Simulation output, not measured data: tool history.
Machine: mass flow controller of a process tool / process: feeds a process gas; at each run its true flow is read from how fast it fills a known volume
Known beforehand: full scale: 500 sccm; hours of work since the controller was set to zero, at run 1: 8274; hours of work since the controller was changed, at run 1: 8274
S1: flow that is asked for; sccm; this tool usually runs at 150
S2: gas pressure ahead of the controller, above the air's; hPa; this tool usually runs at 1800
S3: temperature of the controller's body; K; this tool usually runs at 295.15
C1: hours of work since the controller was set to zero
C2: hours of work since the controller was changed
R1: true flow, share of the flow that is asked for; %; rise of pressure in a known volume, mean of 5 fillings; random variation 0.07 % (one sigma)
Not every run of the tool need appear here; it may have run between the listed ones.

Run 1, hour 0: usual settings; C1 8274; C2 8274. Result: R1 98.5 %.
At hour 73.2: controller's zero set anew.
Run 2, hour 263.7: usual settings; C1 133; C2 8457. Result: R1 98.48 %.
Run 3, hour 429.7: usual settings but S3 299.15 K; C1 248; C2 8573. Result: R1 98.12 %.
Run 4, hour 653.7: usual settings; C1 405; C2 8729. Result: R1 98.6 %.
Run 5, hour 878.6: usual settings; C1 561; C2 8886. Result: R1 98.56 %.
Run 6, hour 1096.7: usual settings but S2 1890 hPa; C1 713; C2 9038. Result: R1 98.38 %.
Run 7, hour 1364.9: usual settings but S2 1890 hPa; C1 900; C2 9225. Result: R1 98.42 %.
Run 8, hour 1579.7: usual settings but S2 1890 hPa; C1 1050; C2 9374. Result: R1 98.47 %.
Run 9, hour 1725.9: usual settings but S2 1890 hPa; C1 1152; C2 9476. Result: R1 98.46 %.
Run 10, hour 2005.4: usual settings but S2 1890 hPa, S3 306.15 K; C1 1347; C2 9671. Result: R1 97.42 %.
Run 11, hour 2254.3: usual settings but S2 1890 hPa, S3 306.15 K; C1 1520; C2 9845. Result: R1 97.45 %.
Run 12, hour 2413.8: usual settings but S2 2360 hPa, S3 306.15 K; C1 1631; C2 9956. Result: R1 97.14 %.
Run 13, hour 2721: usual settings; C1 1846; C2 10170. Result: R1 98.63 %.
Run 14, hour 3026.6: usual settings; C1 2059; C2 10383. Result: R1 98.53 %.
Run 15, hour 3209.2: usual settings but S1 87 sccm; C1 2186; C2 10510. Result: R1 98.24 %.
Run 16, hour 3497.7: usual settings; C1 2387; C2 10711. Result: R1 98.58 %.
Run 17, hour 3703.9: usual settings; C1 2531; C2 10855. Result: R1 98.52 %.
Run 18, hour 3982.7: usual settings; C1 2725; C2 11049. Result: R1 98.56 %.
Run 19, hour 4149.3: usual settings but S1 124 sccm; C1 2841; C2 11165. Result: R1 98.37 %.
Run 20, hour 4439: usual settings; C1 3043; C2 11367. Result: R1 98.51 %.
Run 21, hour 4593.3: usual settings but S1 257 sccm; C1 3151; C2 11475. Result: R1 99.11 %.
Run 22, hour 4762.4: usual settings but S1 257 sccm; C1 3269; C2 11593. Result: R1 99.12 %.
Run 23, hour 5014.5: usual settings but S1 257 sccm; C1 3444; C2 11769. Result: R1 99.02 %.
Run 24, hour 5303.9: usual settings but S1 52 sccm; C1 3646; C2 11970. Result: R1 97.92 %.
Run 25, hour 5618.4: usual settings but S1 244 sccm; C1 3865; C2 12190. Result: R1 99.06 %.
Run 26, hour 5938.8: usual settings but S1 244 sccm; C1 4088; C2 12413. Result: R1 99.04 %.
Run 27, hour 6200.2: usual settings but S1 244 sccm; C1 4271; C2 12595. Result: R1 99.06 %.
Run 28, hour 6442.5: usual settings but S1 467 sccm, S2 1880 hPa, S3 312.15 K; C1 4440; C2 12764. Result: R1 98.61 %.
Run 29, hour 6751.9: usual settings but S1 186 sccm, S2 2180 hPa, S3 301.15 K; C1 4655; C2 12980. Result: R1 97.91 %.
Run 30, hour 6994.7: usual settings but S1 186 sccm, S2 2180 hPa, S3 301.15 K; C1 4824; C2 13149. Result: R1 97.88 %.
Run 31, hour 7203: usual settings but S1 165 sccm, S2 2050 hPa, S3 301.15 K; C1 4970; C2 13294. Result: R1 97.95 %.
Run 32, hour 7537.5: usual settings but S1 165 sccm, S2 2050 hPa, S3 296.15 K; C1 5203; C2 13527. Result: R1 98.4 %.
Run 33, hour 7685.6: usual settings but S1 52 sccm, S2 1470 hPa, S3 293.15 K; C1 5306; C2 13630. Result: R1 98.28 %.
At hour 7758.6: controller exchanged for a calibrated one.
Run 34, hour 7858.2: usual settings but S1 231 sccm; C1 69; C2 69. Result: R1 99.03 %.
Run 35, hour 8033.3: usual settings but S1 171 sccm, S2 2700 hPa, S3 310.15 K; C1 191; C2 191. Result: R1 96.55 %.
Run 36, hour 8195.6: usual settings but S2 2390 hPa, S3 305.15 K; C1 305; C2 305. Result: R1 97.2 %.
Run 37, hour 8396.9: usual settings but S2 2390 hPa, S3 305.15 K; C1 445; C2 445. Result: R1 97.17 %.
Run 38, hour 8639.7: usual settings but S2 2390 hPa, S3 301.15 K; C1 614; C2 614. Result: R1 97.54 %.
Run 39, hour 8794: usual settings but S2 2390 hPa, S3 301.15 K; C1 722; C2 722. Result: R1 97.57 %.
Run 40, hour 9091: usual settings but S1 72 sccm, S2 1940 hPa, S3 308.15 K; C1 929; C2 929. Result: R1 96.74 %.
Run 41, hour 9271.9: usual settings but S1 72 sccm, S2 1940 hPa, S3 308.15 K; C1 1055; C2 1055. Result: R1 96.65 %.
Run 42, hour 9418.6: usual settings but S1 58 sccm, S2 2310 hPa, S3 304.15 K; C1 1157; C2 1157. Result: R1 96.7 %.
Run 43, hour 9592.5: usual settings but S1 58 sccm, S2 2310 hPa, S3 304.15 K; C1 1278; C2 1278. Result: R1 96.83 %.
Run 44, hour 9904.4: usual settings but S1 195 sccm, S2 1650 hPa; C1 1496; C2 1496. Result: R1 98.75 %.
Run 45, hour 10156.5: usual settings but S1 195 sccm, S2 2000 hPa; C1 1671; C2 1671. Result: R1 98.48 %.
Run 46, hour 10475.3: usual settings but S1 326 sccm, S2 1470 hPa, S3 299.15 K; C1 1894; C2 1894. Result: R1 99.2 %.
Run 47, hour 10816.1: usual settings but S1 60 sccm, S2 1980 hPa, S3 312.15 K; C1 2131; C2 2131. Result: R1 96.26 %.
Run 48, hour 11020.3: usual settings but S1 113 sccm, S2 1640 hPa; C1 2274; C2 2274. Result: R1 98.33 %.
Run 49, hour 11201: usual settings but S1 82 sccm, S2 1520 hPa, S3 300.15 K; C1 2399; C2 2399. Result: R1 97.82 %.

Describe how what the log doesn't record of the tool's condition differs between the last listed run preceding each entry between runs and the first listed run following it.
After run 1, before run 2: controller's zero set anew (hour 73.2)
  flow at rest that the sensor doesn't see, % of full scale: -0.009 -> 0
After run 33, before run 34: controller exchanged for a calibrated one (hour 7758.6)
  flow at rest that the sensor doesn't see, % of full scale: -0.006 -> -0.001; true flow over the shown one, %: 0.07 -> 0

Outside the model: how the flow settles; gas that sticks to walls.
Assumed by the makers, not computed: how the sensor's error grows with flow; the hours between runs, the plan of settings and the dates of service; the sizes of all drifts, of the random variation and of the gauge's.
